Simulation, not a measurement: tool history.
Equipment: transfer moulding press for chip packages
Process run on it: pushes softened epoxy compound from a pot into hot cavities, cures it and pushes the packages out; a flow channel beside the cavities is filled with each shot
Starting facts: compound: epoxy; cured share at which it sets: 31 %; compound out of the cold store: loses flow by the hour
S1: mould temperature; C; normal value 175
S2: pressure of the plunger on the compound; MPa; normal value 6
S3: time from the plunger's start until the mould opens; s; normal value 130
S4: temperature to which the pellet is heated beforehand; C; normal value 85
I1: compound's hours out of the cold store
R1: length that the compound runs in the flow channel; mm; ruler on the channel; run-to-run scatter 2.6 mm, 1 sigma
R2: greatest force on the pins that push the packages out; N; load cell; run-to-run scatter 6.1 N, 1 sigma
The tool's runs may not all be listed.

run,day,S1,S2,S3,S4,I1,R1,R2
1,0,175,6,130,85,38.1,914,438
2,1.183,175,6,130,85,12,1065,450
3,2.129,175,6,130,85,21.7,1012,445
4,3.442,175,6.11,130,85,27.5,980,437
5,4.879,175,6.11,130,85,34.7,942,445
6,6.154,175,6.11,130,85,20,1025,445
7,7.617,175,6,130,85,29.6,958,447
8,8.929,175,6,130,85,17.8,1028,447
9,10.3,175,6,130,85,43.3,888,433
10,11.875,168,6,130,75,46.1,906,559
11,12.617,183,5.28,112,75,21.7,917,423
12,13.912,183,5.28,112,75,12.2,963,433
13,14.9,170,5.66,139,77,11.1,1069,503
14,15.696,176,6,130,85,20.4,1010,415
15,17.183,176,6,130,85,20.5,1013,425
16,17.967,175,6,130,90,39.1,913,443
17,19.588,175,6,130,91,21,1010,447

Between the runs listed above, the log contained 10 entries, not reproduced here. Where in the sequence does each belong, and how does what the log doesn't record of the tool's condition differ from the listed run before to the listed run after?
Run 2 -> run 3: cavities cleaned with cleaning compound and waxed (day 1.592)
  pressure that reaches the compound, % of what is set: 99.89 -> 99.88; grip of the stained cavities, % over clean ones': 0.6 -> 0.2
Run 4 -> run 5: cavities cleaned with cleaning compound and waxed (day 3.704)
  pressure that reaches the compound, % of what is set: 99.86 -> 99.85; grip of the stained cavities, % over clean ones': 0.6 -> 0.4
Run 5 -> run 6: cavities cleaned with cleaning compound and waxed (day 5.758)
  pressure that reaches the compound, % of what is set: 99.85 -> 99.83; grip of the stained cavities, % over clean ones': 0.4 -> 0.2
Run 7 -> run 8: cavities cleaned with cleaning compound and waxed (day 7.912)
  pressure that reaches the compound, % of what is set: 99.82 -> 99.8; grip of the stained cavities, % over clean ones': 0.6 -> 0.4
Run 8 -> run 9: cavities cleaned with cleaning compound and waxed (day 9.988)
  pressure that reaches the compound, % of what is set: 99.8 -> 99.79; grip of the stained cavities, % over clean ones': 0.4 -> 0.1
Run 10 -> run 11: cavities cleaned with cleaning compound and waxed (day 12.042)
  pressure that reaches the compound, % of what is set: 99.77 -> 99.76; grip of the stained cavities, % over clean ones': 0.6 -> 0.2
Run 11 -> run 12: plunger's sealing rings changed (day 12.95)
  true mould temperature over the reading, C: 0.01 -> 0.02; pressure that reaches the compound, % of what is set: 99.76 -> 99.99; grip of the stained cavities, % over clean ones': 0.2 -> 0.6
Run 12 -> run 13: cavities cleaned with cleaning compound and waxed (day 14.283)
  pressure that reaches the compound, % of what is set: 99.99 -> 99.98; grip of the stained cavities, % over clean ones': 0.6 -> 0.3
Run 14 -> run 15: cavities cleaned with cleaning compound and waxed (day 16.433)
  pressure that reaches the compound, % of what is set: 99.97 -> 99.95; grip of the stained cavities, % over clean ones': 0.5 -> 0.3
Run 16 -> run 17: cavities cleaned with cleaning compound and waxed (day 18.533)
  pressure that reaches the compound, % of what is set: 99.94 -> 99.93; grip of the stained cavities, % over clean ones': 0.5 -> 0.4
